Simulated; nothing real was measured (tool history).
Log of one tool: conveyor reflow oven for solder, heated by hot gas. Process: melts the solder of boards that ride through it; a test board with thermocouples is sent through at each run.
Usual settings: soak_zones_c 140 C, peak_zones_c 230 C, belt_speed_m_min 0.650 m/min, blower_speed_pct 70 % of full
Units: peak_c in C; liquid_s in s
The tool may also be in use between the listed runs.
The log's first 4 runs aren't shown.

run,hour,soak_zones_c,peak_zones_c,belt_speed_m_min,blower_speed_pct,hours of work since the flux was cleaned out,hours of work since the belt drive was overhauled,hours of work since the thermocouples were changed,peak_c,liquid_s
5,38.9,140,230,0.650,70,79,21,704,216.3,55.6
6,49.8,140,230,0.633,70,84,26,708,216.7,57.8
7,57.9,140,230,0.633,70,87,30,712,217.0,57.9
8,65.2,128,230,0.650,70,90,33,715,214.1,50.4
9,75.0,128,230,0.650,70,95,37,719,214.3,50.8
10,87.3,128,230,0.650,70,100,42,725,214.1,50.2
11,92.6,128,230,0.650,70,102,45,727,214.6,49.8
12,104.1,128,230,0.650,70,107,50,732,214.1,50.2
13,115.7,128,230,0.650,70,112,55,737,214.3,50.3
14,120.8,128,230,0.650,70,114,57,739,214.2,49.9
15,127.1,140,224,0.650,70,117,59,742,210.8,51.7
16,138.7,140,230,0.650,70,122,64,747,216.0,55.7
17,148.5,140,230,0.650,70,126,69,751,216.1,55.5
18,153.6,126,234,0.650,70,128,71,753,217.4,51.8
19,161.9,130,219,0.695,65,132,74,757,201.4,34.7

Run 20 comes next. What will it give?
20,170.5,130,219,0.654,69,136,78,760,?,?

peak_c: 204.1 C
liquid_s: 41.3 s
Without the tool's hidden state the same run would have given peak_c 204.2 C, liquid_s 41.4 s.
